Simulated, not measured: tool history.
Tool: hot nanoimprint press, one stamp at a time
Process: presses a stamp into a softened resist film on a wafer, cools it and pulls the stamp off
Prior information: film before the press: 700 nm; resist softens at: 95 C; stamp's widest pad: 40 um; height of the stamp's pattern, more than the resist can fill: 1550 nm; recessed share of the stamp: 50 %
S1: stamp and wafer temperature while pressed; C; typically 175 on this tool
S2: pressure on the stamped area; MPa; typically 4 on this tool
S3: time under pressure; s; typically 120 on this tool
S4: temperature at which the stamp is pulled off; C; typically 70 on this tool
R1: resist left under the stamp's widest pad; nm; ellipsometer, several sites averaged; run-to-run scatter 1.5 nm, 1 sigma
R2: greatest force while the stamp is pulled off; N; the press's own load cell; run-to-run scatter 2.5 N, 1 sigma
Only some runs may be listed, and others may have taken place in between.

{"run": 1, "hour": 0.0, "S1": 175, "S2": 4, "S3": 120, "S4": 70, "R1": 355.8, "R2": 147}
{"run": 2, "hour": 28.8, "S1": 175, "S2": 4, "S3": 120, "S4": 70, "R1": 357.2, "R2": 140}
{"run": 3, "hour": 53.3, "S1": 175, "S2": 4, "S3": 120, "S4": 70, "R1": 355.8, "R2": 149}
{"hour": 93.0, "done": "stamp cleaned and given a new release coat"}
{"run": 4, "hour": 94.8, "S1": 175, "S2": 4, "S3": 120, "S4": 70, "R1": 356.3, "R2": 134}
{"run": 5, "hour": 113.9, "S1": 175, "S2": 4, "S3": 120, "S4": 70, "R1": 354.6, "R2": 139}
{"run": 6, "hour": 142.6, "S1": 175, "S2": 4, "S3": 120, "S4": 70, "R1": 354.9, "R2": 138}
{"run": 7, "hour": 177.0, "S1": 175, "S2": 4, "S3": 120, "S4": 70, "R1": 354.5, "R2": 140}
{"run": 8, "hour": 195.4, "S1": 175, "S2": 4, "S3": 120, "S4": 70, "R1": 353, "R2": 142}
{"run": 9, "hour": 220.3, "S1": 175, "S2": 4, "S3": 120, "S4": 70, "R1": 352.5, "R2": 143}
{"run": 10, "hour": 237.5, "S1": 166, "S2": 4, "S3": 120, "S4": 70, "R1": 478.8, "R2": 147}
{"hour": 243.2, "done": "plate thermocouple calibrated"}
{"run": 11, "hour": 260.8, "S1": 166, "S2": 4, "S3": 120, "S4": 70, "R1": 475.1, "R2": 144}
{"hour": 274.9, "done": "stamp cleaned and given a new release coat"}
{"run": 12, "hour": 295.9, "S1": 166, "S2": 4, "S3": 120, "S4": 70, "R1": 474.8, "R2": 130}

What does the tool deliver on the next run?
{"run": 13, "hour": 326.5, "S1": 166, "S2": 4, "S3": 120, "S4": 70, "R1": "?", "R2": "?"}

{"run 13": {"R1": 472.5, "R2": 138}}
Take away the tool's hidden state, keep the run-to-run variation as it was, and the same run would have given R1 480.1 nm, R2 136 N.
